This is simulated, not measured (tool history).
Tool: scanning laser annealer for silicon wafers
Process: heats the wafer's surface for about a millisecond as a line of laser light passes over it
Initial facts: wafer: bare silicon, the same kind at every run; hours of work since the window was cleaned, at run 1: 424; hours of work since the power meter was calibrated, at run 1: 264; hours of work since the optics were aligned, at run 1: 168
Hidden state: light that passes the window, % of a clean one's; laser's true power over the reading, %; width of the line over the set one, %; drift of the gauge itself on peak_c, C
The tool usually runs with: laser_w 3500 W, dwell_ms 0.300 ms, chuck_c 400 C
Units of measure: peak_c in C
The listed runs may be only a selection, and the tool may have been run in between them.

run	hour	laser_w	dwell_ms	chuck_c	hours of work since the window was cleaned	hours of work since the power meter was calibrated	hours of work since the optics were aligned	peak_c
1	0.0	3500	0.300	400	424	264	168	1095
2	14.7	3500	0.243	400	434	274	178	1024
3	23.6	3500	0.243	400	439	280	184	1027
4	34.7	3674	0.243	400	447	287	191	1056
5	45.4	3674	0.243	400	454	294	198	1050
6	54.5	3674	0.243	400	459	300	204	1054
7	68.1	3500	0.300	400	468	308	212	1095
8	77.5	3500	0.374	400	474	315	218	1169
9	91.1	3500	0.374	400	483	323	227	1168
10	99.5	3500	0.282	400	489	329	233	1069
11	114.4	3500	0.282	400	498	338	242	1072
12	121.8	3500	0.282	400	503	343	247	1071
13	133.7	3710	0.216	400	511	351	255	1025
14	145.4	3516	0.300	400	518	358	262	1091
15	159.9	3516	0.300	400	528	368	272	1092
16	174.7	3146	0.289	380	537	377	281	995

Run 17 is up next; what results do you expect?
17	184.7	3146	0.289	380	544	384	288	?

{"run 17": {"peak_c": 993}}
With no hidden state in the tool, this same run would have given peak_c 1017 C.

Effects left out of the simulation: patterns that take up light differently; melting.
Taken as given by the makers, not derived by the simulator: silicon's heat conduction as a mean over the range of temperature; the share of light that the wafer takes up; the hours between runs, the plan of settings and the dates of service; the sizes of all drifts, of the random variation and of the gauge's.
